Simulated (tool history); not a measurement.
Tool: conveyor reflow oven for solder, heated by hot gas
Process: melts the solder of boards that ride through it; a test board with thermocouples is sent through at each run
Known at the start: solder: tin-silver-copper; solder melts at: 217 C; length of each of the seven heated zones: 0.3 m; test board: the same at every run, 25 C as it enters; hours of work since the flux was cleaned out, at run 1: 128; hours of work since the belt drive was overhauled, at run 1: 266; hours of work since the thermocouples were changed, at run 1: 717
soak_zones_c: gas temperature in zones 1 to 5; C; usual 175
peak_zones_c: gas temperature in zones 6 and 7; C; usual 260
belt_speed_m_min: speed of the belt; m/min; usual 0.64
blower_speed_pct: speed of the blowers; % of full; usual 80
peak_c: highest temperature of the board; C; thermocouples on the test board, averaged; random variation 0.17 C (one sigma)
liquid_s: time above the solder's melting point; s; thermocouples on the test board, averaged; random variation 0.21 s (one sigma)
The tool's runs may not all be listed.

| run | hour | soak_zones_c | peak_zones_c | belt_speed_m_min | blower_speed_pct | hours of work since the flux was cleaned out | hours of work since the belt drive was overhauled | hours of work since the thermocouples were changed | peak_c | liquid_s |
|---|---|---|---|---|---|---|---|---|---|---|
| 1 | 0 | 175 | 260 | 0.64 | 80 | 128 | 266 | 717 | 246.5 | 39.1 |
|  | 13.3 | thermocouples of zones 6 and 7 changed |
| 2 | 33.3 | 175 | 260 | 0.64 | 80 | 146 | 284 | 11 | 244.8 | 37.9 |
|  | 70.4 | flux residue cleaned out of gas plates and filters |
| 3 | 86.6 | 175 | 260 | 0.64 | 79 | 9 | 312 | 39 | 243.9 | 37.1 |
| 4 | 114.4 | 175 | 256 | 0.64 | 79 | 25 | 327 | 55 | 240.3 | 34.3 |
| 5 | 163.5 | 178 | 256 | 0.64 | 79 | 53 | 355 | 83 | 240.7 | 35.5 |
| 6 | 192.1 | 175 | 260 | 0.64 | 80 | 69 | 372 | 99 | 243.5 | 36.8 |
|  | 230.5 | flux residue cleaned out of gas plates and filters, once more |
| 7 | 241.1 | 175 | 260 | 0.64 | 80 | 6 | 397 | 124 | 246 | 39.3 |
| 8 | 299.8 | 175 | 265 | 0.64 | 80 | 40 | 430 | 158 | 250.3 | 41.6 |
| 9 | 328.6 | 175 | 260 | 0.513 | 80 | 56 | 447 | 174 | 251.2 | 54.3 |
| 10 | 366.1 | 175 | 260 | 0.513 | 80 | 77 | 468 | 195 | 251.6 | 54.2 |
| 11 | 413.2 | 175 | 260 | 0.513 | 80 | 104 | 495 | 222 | 251.2 | 54.4 |
| 12 | 473 | 175 | 249 | 0.64 | 80 | 138 | 529 | 256 | 236 | 31.5 |
|  | 521.5 | flux residue cleaned out of gas plates and filters |
| 13 | 541.3 | 175 | 249 | 0.64 | 80 | 11 | 565 | 292 | 237.2 | 32.9 |
| 14 | 580.1 | 175 | 260 | 0.568 | 80 | 33 | 587 | 314 | 249.7 | 47.4 |
| 15 | 619.8 | 175 | 260 | 0.568 | 80 | 56 | 610 | 337 | 249.5 | 47.4 |
| 16 | 671.5 | 171 | 262 | 0.568 | 68 | 86 | 639 | 367 | 248.3 | 45.1 |

The next listed run, before its measurement:
| 17 | 727.7 | 171 | 262 | 0.627 | 76 | 118 | 671 | 399 | ? | ? |

{"run 17": {"peak_c": 247.1, "liquid_s": 39.4}}
Without the tool's hidden state the same run would have given peak_c 246.3 C, liquid_s 38.5 s.

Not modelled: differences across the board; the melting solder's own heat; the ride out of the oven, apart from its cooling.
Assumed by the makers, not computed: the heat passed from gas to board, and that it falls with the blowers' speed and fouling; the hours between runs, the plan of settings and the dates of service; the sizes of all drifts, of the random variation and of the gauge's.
